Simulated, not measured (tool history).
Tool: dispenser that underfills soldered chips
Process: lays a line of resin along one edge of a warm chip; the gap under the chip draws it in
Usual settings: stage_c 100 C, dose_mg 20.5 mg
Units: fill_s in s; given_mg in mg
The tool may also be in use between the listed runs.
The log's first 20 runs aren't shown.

run	hour	stage_c	dose_mg	hours of work since the syringe was changed	hours of work since the valve was cleaned	hours of work since the stage was calibrated	fill_s	given_mg
# hour 62.4: new syringe of resin
21	64.3	89	21.4	1	29	167	112.6	21.01
22	67.2	89	21.4	4	31	169	139.9	21.08
23	71.3	88	24.6	7	34	172	191.8	24.09
24	74.9	115	24.6	10	37	175	75.3	24.12
# hour 76.2: new syringe of resin
25	78.6	88	19.2	2	40	178	123.1	18.72
26	81.7	88	19.2	4	42	180	155.2	18.73
27	85.9	92	19.2	7	45	184	167.3	18.71
# hour 90.1: new syringe of resin
28	90.1	92	19.2	0	48	187	91.2	18.68
29	92.2	92	19.2	2	50	188	106.6	18.59
30	96.2	92	19.2	5	53	191	137.4	18.52
31	100.5	87	22.7	8	56	195	231.2	21.86
# hour 103.9: new syringe of resin
32	105.4	103	19.0	1	60	198	60.2	18.32
33	108.1	107	24.9	3	62	200	60.0	23.88
34	111.5	103	20.6	6	64	203	89.8	19.75
35	115.5	106	24.7	9	68	206	102.9	23.67

Forecast each of these 4 alternatives for the next run:
# hour 118.1: dispensing valve cleaned and set on the balance
# hour 119.0: new syringe of resin
A	120.6	114	18.0	1	2	209	?	?
# hour 118.1: dispensing valve cleaned and set on the balance
# hour 119.0: new syringe of resin
B	120.6	109	20.2	1	2	209	?	?
# hour 118.1: dispensing valve cleaned and set on the balance
# hour 119.0: new syringe of resin
C	120.6	91	21.2	1	2	209	?	?
# hour 118.1: dispensing valve cleaned and set on the balance
# hour 119.0: new syringe of resin
D	120.6	106	20.4	1	2	209	?	?

run	fill_s	given_mg
A	39.1	17.98
B	47.5	20.07
C	105.8	21.23
D	53.0	20.33
Without the tool's hidden state the same runs would have given:
run	fill_s	given_mg
A	33.0	18.03
B	40.0	20.13
C	88.6	21.29
D	44.5	20.39
